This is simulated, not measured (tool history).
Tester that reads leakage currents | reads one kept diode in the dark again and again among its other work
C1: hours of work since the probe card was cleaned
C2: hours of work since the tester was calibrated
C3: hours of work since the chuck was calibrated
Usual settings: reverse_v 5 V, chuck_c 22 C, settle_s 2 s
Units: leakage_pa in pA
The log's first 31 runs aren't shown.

run 32 hour=2744.1 | reverse_v=9.27 chuck_c=45 settle_s=4.86 | C1=883 C2=3014 C3=94 | leakage_pa=1659.78
run 33 hour=2798.3 | reverse_v=8.17 chuck_c=22 settle_s=2 | C1=926 C2=3057 C3=138 | leakage_pa=198.85
run 34 hour=2879.3 | reverse_v=5 chuck_c=44 settle_s=8.93 | C1=991 C2=3122 C3=202 | leakage_pa=1076.64
run 35 hour=2949.4 | reverse_v=5 chuck_c=44 settle_s=8.93 | C1=1046 C2=3177 C3=258 | leakage_pa=1076.12
run 36 hour=3079.2 | reverse_v=5 chuck_c=44 settle_s=8.93 | C1=1150 C2=3281 C3=361 | leakage_pa=1079.18
run 37 hour=3133.4 | reverse_v=5 chuck_c=44 settle_s=8.93 | C1=1193 C2=3324 C3=404 | leakage_pa=1081.88
run 38 hour=3194.7 | reverse_v=5 chuck_c=44 settle_s=8.93 | C1=1242 C2=3373 C3=453 | leakage_pa=1085.1
run 39 hour=3296 | reverse_v=5 chuck_c=29 settle_s=5.35 | C1=1322 C2=3453 C3=534 | leakage_pa=294.76

3 ways to go on from here, each from the tool as it stands after run 39. What would each give?
run A hour=3408.6 | reverse_v=5 chuck_c=33 settle_s=5.35 | C1=1412 C2=3543 C3=623 | leakage_pa=?
run B hour=3408.6 | reverse_v=5 chuck_c=54 settle_s=5.35 | C1=1412 C2=3543 C3=623 | leakage_pa=?
run C hour=3408.6 | reverse_v=1.1 chuck_c=34 settle_s=4.97 | C1=1412 C2=3543 C3=623 | leakage_pa=?

run=A leakage_pa=420.99
run=B leakage_pa=2449.92
run=C leakage_pa=194.55
Without the tool's hidden state the same runs would have given:
run=A leakage_pa=401.72
run=B leakage_pa=2355.59
run=C leakage_pa=186.18

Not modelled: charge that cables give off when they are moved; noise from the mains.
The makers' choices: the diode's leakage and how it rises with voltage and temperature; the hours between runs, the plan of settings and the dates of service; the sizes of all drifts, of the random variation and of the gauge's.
